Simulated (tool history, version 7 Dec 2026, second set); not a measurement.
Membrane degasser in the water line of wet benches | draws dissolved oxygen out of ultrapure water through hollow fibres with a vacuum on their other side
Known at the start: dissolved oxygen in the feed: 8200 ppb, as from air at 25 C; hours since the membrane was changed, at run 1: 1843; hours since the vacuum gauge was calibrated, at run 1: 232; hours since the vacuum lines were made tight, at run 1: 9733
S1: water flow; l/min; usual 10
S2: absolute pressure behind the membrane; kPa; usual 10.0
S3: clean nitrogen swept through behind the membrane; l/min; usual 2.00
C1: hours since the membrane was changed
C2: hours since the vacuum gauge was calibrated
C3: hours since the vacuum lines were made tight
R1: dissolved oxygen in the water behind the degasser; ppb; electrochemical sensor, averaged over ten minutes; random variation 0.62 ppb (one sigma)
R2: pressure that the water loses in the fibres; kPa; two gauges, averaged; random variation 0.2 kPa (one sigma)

run,hour,S1,S2,S3,C1,C2,C3,R1,R2
1,0.0,10,10.0,2.00,1843,232,9733,104.4,59.41
2,38.1,10,10.0,2.00,1881,270,9771,104.8,59.78
3,63.2,10,10.0,2.00,1906,295,9796,104.4,59.48
4,105.5,10,10.0,2.00,1948,337,9838,105.6,59.60
5,158.5,10,10.0,2.00,2001,390,9891,106.1,59.79
6,184.3,10,10.0,2.00,2027,416,9917,104.3,59.61
7,209.4,10,10.0,2.01,2052,441,9942,105.7,59.84
8,248.9,10,10.0,2.01,2092,481,9981,105.4,59.61
9,285.4,10,10.0,2.01,2128,517,10018,104.7,60.11
10,314.1,10,10.0,2.01,2157,546,10047,104.9,60.14
11,352.4,10,10.0,2.01,2195,584,10085,105.3,59.92
12,389.5,10,10.0,2.00,2232,621,10122,105.4,59.77
13,419.5,10,10.0,2.00,2262,651,10152,106.0,59.63
14,442.4,10,10.0,2.00,2285,674,10175,104.6,59.97
15,486.3,10,10.0,2.00,2329,718,10219,105.5,59.85
16,520.6,7,8.3,5.38,2364,752,10253,19.4,41.70
17,567.6,12,22.9,1.60,2411,799,10300,394.1,71.76
18,605.1,7,10.0,2.00,2448,837,10338,63.0,41.76
19,635.0,13,10.0,3.21,2478,867,10368,141.7,78.09
20,676.2,13,10.0,3.21,2519,908,10409,141.4,77.65
21,727.4,13,10.0,3.21,2570,959,10460,141.4,78.08
22,750.0,13,10.0,3.21,2593,982,10483,141.0,78.04
23,776.5,13,10.0,3.21,2619,1008,10509,141.1,78.16
24,820.0,10,7.9,0.84,2663,1052,10553,152.2,60.42
25,871.2,10,10.0,2.31,2714,1103,10604,94.7,59.94
26,920.5,6,10.5,2.00,2763,1152,10653,56.9,35.93
27,953.5,10,8.8,1.23,2796,1185,10686,130.4,59.65
28,999.6,13,10.0,2.00,2843,1231,10732,179.7,77.89
29,1049.7,10,10.0,1.27,2893,1281,10782,149.4,59.97
30,1074.3,7,19.9,4.93,2917,1306,10807,64.0,41.89

The same runs without the tool's hidden state, with the same run-to-run variation:
The hidden state here: membrane still open, %; true pressure behind the membrane over the reading, kPa; air that leaks in behind the membrane, l/min; drift of the gauge itself on oxygen_ppb, %; drift of the gauge itself on loss_of_pressure_kpa, %.
run,R1,R2
1,102.6,59.12
2,103.0,59.48
3,102.6,59.18
4,103.7,59.29
5,104.2,59.47
6,102.4,59.29
7,103.7,59.52
8,103.4,59.28
9,102.7,59.77
10,102.9,59.80
11,103.2,59.57
12,103.4,59.42
13,103.9,59.28
14,102.6,59.61
15,103.3,59.49
16,18.8,41.44
17,387.2,71.31
18,61.2,41.49
19,138.6,77.58
20,138.3,77.14
21,138.2,77.55
22,137.9,77.51
23,137.9,77.63
24,149.9,60.00
25,92.5,59.52
26,54.9,35.67
27,127.9,59.21
28,175.9,77.31
29,146.4,59.52
30,61.7,41.57

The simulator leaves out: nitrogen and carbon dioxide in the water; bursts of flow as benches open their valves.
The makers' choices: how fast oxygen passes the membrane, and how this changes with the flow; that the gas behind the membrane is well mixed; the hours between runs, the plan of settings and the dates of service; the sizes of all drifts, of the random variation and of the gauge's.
